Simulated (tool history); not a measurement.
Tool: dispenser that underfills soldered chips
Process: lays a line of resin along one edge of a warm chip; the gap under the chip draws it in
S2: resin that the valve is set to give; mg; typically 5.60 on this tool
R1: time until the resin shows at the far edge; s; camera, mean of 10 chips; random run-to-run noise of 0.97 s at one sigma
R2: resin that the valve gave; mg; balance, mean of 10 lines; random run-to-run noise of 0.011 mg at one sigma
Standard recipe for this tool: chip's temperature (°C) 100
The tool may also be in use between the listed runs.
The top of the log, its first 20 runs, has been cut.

run 21 hour=146.6 | chip's_temperature_(°C)=110 S2=7.02 | R1=85.4 R2=6.85
-- hour=153.4 new syringe of resin
run 22 hour=153.5 | chip's_temperature_(°C)=97 S2=5.73 | R1=103.6 R2=5.58
-- hour=165.5 dispensing valve cleaned and set on the balance
run 23 hour=165.5 | chip's_temperature_(°C)=92 S2=5.60 | R1=263.2 R2=5.62
-- hour=166.7 new syringe of resin
run 24 hour=175.0 | chip's_temperature_(°C)=99 S2=6.91 | R1=157.7 R2=6.91
-- hour=179.1 new syringe of resin
run 25 hour=184.1 | chip's_temperature_(°C)=89 S2=5.01 | R1=210.6 R2=4.99
-- hour=191.2 new syringe of resin
run 26 hour=194.4 | chip's_temperature_(°C)=108 S2=6.11 | R1=80.3 R2=6.04
run 27 hour=199.3 | chip's_temperature_(°C)=108 S2=5.69 | R1=112.7 R2=5.60
-- hour=203.2 new syringe of resin
run 28 hour=207.2 | chip's_temperature_(°C)=106 S2=5.29 | R1=91.9 R2=5.18
run 29 hour=213.5 | chip's_temperature_(°C)=100 S2=6.78 | R1=172.7 R2=6.63
-- hour=215.7 new syringe of resin
run 30 hour=222.1 | chip's_temperature_(°C)=100 S2=6.78 | R1=135.7 R2=6.61
-- hour=224.8 dispensing valve cleaned and set on the balance
run 31 hour=228.3 | chip's_temperature_(°C)=100 S2=6.08 | R1=191.1 R2=6.06
-- hour=229.3 new syringe of resin
run 32 hour=237.5 | chip's_temperature_(°C)=100 S2=6.31 | R1=153.7 R2=6.25
-- hour=241.5 new syringe of resin
run 33 hour=243.9 | chip's_temperature_(°C)=100 S2=5.97 | R1=101.1 R2=5.87
run 34 hour=250.5 | chip's_temperature_(°C)=98 S2=5.60 | R1=176.8 R2=5.52

Forecast each of these 4 alternatives for the next run:
-- hour=253.9 new syringe of resin
run A hour=257.1 | chip's_temperature_(°C)=100 S2=5.60 | R1=? R2=?
-- hour=253.9 new syringe of resin
run B hour=257.1 | chip's_temperature_(°C)=106 S2=5.60 | R1=? R2=?
-- hour=253.9 new syringe of resin
run C hour=257.1 | chip's_temperature_(°C)=93 S2=5.60 | R1=? R2=?
-- hour=253.9 new syringe of resin
run D hour=257.1 | chip's_temperature_(°C)=100 S2=4.91 | R1=? R2=?

run=A R1=108.9 R2=5.49
run=B R1=84.2 R2=5.52
run=C R1=150.0 R2=5.50
run=D R1=113.7 R2=4.82
Without the tool's hidden state the same runs would have given:
run=A R1=91.2 R2=5.59
run=B R1=70.3 R2=5.63
run=C R1=125.7 R2=5.60
run=D R1=94.9 R2=4.91
